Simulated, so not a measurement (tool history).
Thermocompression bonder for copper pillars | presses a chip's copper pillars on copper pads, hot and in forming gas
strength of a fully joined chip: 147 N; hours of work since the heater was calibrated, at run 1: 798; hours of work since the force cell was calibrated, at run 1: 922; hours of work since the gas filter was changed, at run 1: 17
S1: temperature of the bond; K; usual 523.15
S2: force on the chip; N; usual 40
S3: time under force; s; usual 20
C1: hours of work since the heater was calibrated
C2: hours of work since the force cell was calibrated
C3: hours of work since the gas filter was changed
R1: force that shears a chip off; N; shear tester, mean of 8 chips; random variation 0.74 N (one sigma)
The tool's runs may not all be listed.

run	hour	S1	S2	S3	C1	C2	C3	R1
1	0	523.15	40	20	798	922	17	45.3
2	35.2	523.15	40	20	822	946	41	45.6
# hour 80.1: force cell calibrated
3	85.4	499.15	40	20	856	4	74	27.1
4	111.5	499.15	40	20	874	22	92	26.4
5	163.2	523.15	40	20	909	57	128	42.4
6	194.5	523.15	40	20	930	78	149	42.6
7	228.5	523.15	40	20	954	102	173	42
8	269.8	523.15	52	20	982	130	201	47.9
9	312.5	523.15	40	20	1011	159	230	39.7
# hour 347.9: force cell calibrated, once more
10	368.4	523.15	40	20	1049	14	268	41.6
# hour 407.1: heater calibrated with a thermocouple chip
# hour 407.6: forming gas filter changed
11	429.8	523.15	40	20	15	54	15	53
12	462.7	523.15	60	20	38	77	38	64.8
13	514.8	523.15	60	20	74	113	74	64
14	542.2	523.15	60	20	92	132	92	61.9
15	597.5	523.15	31	20	130	170	130	43.6
16	635.2	523.15	31	20	156	195	156	41.9
17	672.4	523.15	31	20	182	221	182	41.6
18	697.6	523.15	31	20	199	238	199	41.4
19	728.8	523.15	31	19	220	260	220	39.7
20	765.6	505.15	31	40	246	285	246	37.4
21	798.7	500.15	36	40	268	308	268	37.7
# hour 836.1: forming gas filter changed
22	839.5	532.15	38	33	296	335	2	67.7
23	880	516.15	48	20	324	363	30	47.6
24	927	544.15	40	19	356	395	62	67.8
25	958.1	552.15	40	19	377	417	84	73.4
26	987.9	552.15	40	19	398	437	104	73.4
27	1025.7	552.15	40	19	424	463	130	72
28	1054.2	552.15	40	19	443	483	150	73.2
29	1108.2	552.15	40	19	481	520	187	70.4
30	1160	523.15	39	20	516	555	222	44.5
31	1196.7	547.15	40	59	541	580	247	89
32	1225	523.15	37	46	561	600	267	57.7
33	1258.2	510.15	33	20	584	623	290	30.1
# hour 1264.1: forming gas filter changed
34	1310.2	536.15	34	32	619	658	32	63.1
35	1359.5	536.15	34	32	653	692	65	62.2

5 ways to go on from here, each from the tool as it stands after run 35. What would each give?
A	1418.9	541.15	32	38	693	733	106	?
B	1418.9	536.15	53	28	693	733	106	?
C	1418.9	523.15	40	14	693	733	106	?
D	1418.9	538.15	33	16	693	733	106	?
E	1418.9	506.15	25	53	693	733	106	?

run	R1
A	69.5
B	71.5
C	37.9
D	46.3
E	36.3
Without the tool's hidden state the same runs would have given:
run	R1
A	82.7
B	85
C	47.3
D	56.8
E	45.7

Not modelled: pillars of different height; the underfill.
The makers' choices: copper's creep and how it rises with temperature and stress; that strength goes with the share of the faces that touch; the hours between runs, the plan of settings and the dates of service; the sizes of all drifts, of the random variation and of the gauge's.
